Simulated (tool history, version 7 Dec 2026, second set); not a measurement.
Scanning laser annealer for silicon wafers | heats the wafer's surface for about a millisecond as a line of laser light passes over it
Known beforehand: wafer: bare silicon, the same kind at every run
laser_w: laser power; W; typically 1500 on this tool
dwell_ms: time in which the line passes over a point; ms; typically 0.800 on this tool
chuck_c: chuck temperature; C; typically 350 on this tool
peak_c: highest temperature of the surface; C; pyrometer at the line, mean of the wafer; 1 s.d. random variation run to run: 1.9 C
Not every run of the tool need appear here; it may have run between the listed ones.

run 1 hour=0.0 | laser_w=1500 dwell_ms=0.800 chuck_c=350 | peak_c=1182
run 2 hour=47.3 | laser_w=1500 dwell_ms=0.800 chuck_c=362 | peak_c=1196
run 3 hour=78.9 | laser_w=1500 dwell_ms=0.743 chuck_c=350 | peak_c=1149
run 4 hour=111.9 | laser_w=1500 dwell_ms=0.743 chuck_c=350 | peak_c=1146
run 5 hour=141.6 | laser_w=1500 dwell_ms=0.743 chuck_c=350 | peak_c=1147
run 6 hour=198.4 | laser_w=1500 dwell_ms=0.743 chuck_c=350 | peak_c=1144
run 7 hour=249.6 | laser_w=1500 dwell_ms=0.743 chuck_c=350 | peak_c=1143
run 8 hour=274.2 | laser_w=1500 dwell_ms=0.743 chuck_c=350 | peak_c=1147
-- hour=284.6 window over the wafer cleaned
run 9 hour=322.1 | laser_w=1500 dwell_ms=0.743 chuck_c=350 | peak_c=1150
run 10 hour=371.8 | laser_w=1500 dwell_ms=0.800 chuck_c=350 | peak_c=1181
run 11 hour=411.7 | laser_w=1500 dwell_ms=0.822 chuck_c=350 | peak_c=1199
run 12 hour=462.0 | laser_w=1500 dwell_ms=0.822 chuck_c=330 | peak_c=1177
run 13 hour=506.6 | laser_w=1500 dwell_ms=0.800 chuck_c=340 | peak_c=1165
run 14 hour=539.1 | laser_w=1500 dwell_ms=0.800 chuck_c=350 | peak_c=1182
run 15 hour=579.8 | laser_w=1500 dwell_ms=0.800 chuck_c=330 | peak_c=1160
-- hour=588.8 optics aligned, line set to its width
run 16 hour=616.7 | laser_w=1500 dwell_ms=0.800 chuck_c=330 | peak_c=1163
run 17 hour=650.5 | laser_w=1500 dwell_ms=0.800 chuck_c=350 | peak_c=1180
run 18 hour=699.3 | laser_w=1500 dwell_ms=0.800 chuck_c=350 | peak_c=1188
run 19 hour=724.1 | laser_w=1500 dwell_ms=0.678 chuck_c=350 | peak_c=1107
run 20 hour=754.7 | laser_w=1500 dwell_ms=0.678 chuck_c=350 | peak_c=1106
run 21 hour=778.5 | laser_w=1557 dwell_ms=0.678 chuck_c=329 | peak_c=1118
run 22 hour=830.5 | laser_w=1511 dwell_ms=0.678 chuck_c=341 | peak_c=1104
run 23 hour=873.4 | laser_w=1511 dwell_ms=0.678 chuck_c=341 | peak_c=1104
run 24 hour=916.0 | laser_w=1363 dwell_ms=0.743 chuck_c=370 | peak_c=1085
run 25 hour=965.2 | laser_w=1549 dwell_ms=0.853 chuck_c=378 | peak_c=1274
run 26 hour=991.4 | laser_w=1398 dwell_ms=0.781 chuck_c=369 | peak_c=1129
run 27 hour=1044.2 | laser_w=1398 dwell_ms=0.781 chuck_c=369 | peak_c=1127
run 28 hour=1071.0 | laser_w=1398 dwell_ms=0.781 chuck_c=366 | peak_c=1123
run 29 hour=1105.2 | laser_w=1552 dwell_ms=0.862 chuck_c=380 | peak_c=1284
run 30 hour=1151.3 | laser_w=1539 dwell_ms=0.692 chuck_c=366 | peak_c=1157
run 31 hour=1197.4 | laser_w=1539 dwell_ms=0.692 chuck_c=366 | peak_c=1154
run 32 hour=1221.0 | laser_w=1519 dwell_ms=0.800 chuck_c=388 | peak_c=1235
run 33 hour=1276.6 | laser_w=1500 dwell_ms=0.800 chuck_c=348 | peak_c=1181
run 34 hour=1324.5 | laser_w=1591 dwell_ms=0.800 chuck_c=348 | peak_c=1239
run 35 hour=1381.3 | laser_w=1589 dwell_ms=0.622 chuck_c=348 | peak_c=1113
run 36 hour=1422.9 | laser_w=1280 dwell_ms=0.715 chuck_c=373 | peak_c=1022
run 37 hour=1458.4 | laser_w=1280 dwell_ms=0.715 chuck_c=373 | peak_c=1020
run 38 hour=1499.3 | laser_w=1280 dwell_ms=0.715 chuck_c=373 | peak_c=1023
-- hour=1508.3 window over the wafer cleaned
run 39 hour=1555.7 | laser_w=1577 dwell_ms=0.722 chuck_c=382 | peak_c=1212
run 40 hour=1607.8 | laser_w=1500 dwell_ms=0.853 chuck_c=367 | peak_c=1230

What if the next run were any one of these 5? Each begins from the tool's condition after run 40:
run A hour=1651.5 | laser_w=1296 dwell_ms=0.635 chuck_c=367 | peak_c=?
run B hour=1651.5 | laser_w=1451 dwell_ms=0.988 chuck_c=313 | peak_c=?
run C hour=1651.5 | laser_w=1286 dwell_ms=0.800 chuck_c=350 | peak_c=?
run D hour=1651.5 | laser_w=1506 dwell_ms=0.562 chuck_c=348 | peak_c=?
run E hour=1651.5 | laser_w=1500 dwell_ms=0.657 chuck_c=357 | peak_c=?

run=A peak_c=980
run=B peak_c=1219
run=C peak_c=1048
run=D peak_c=1030
run=E peak_c=1100
Without the tool's unlogged condition, the same runs would have read:
run=A peak_c=980
run=B peak_c=1219
run=C peak_c=1048
run=D peak_c=1030
run=E peak_c=1100
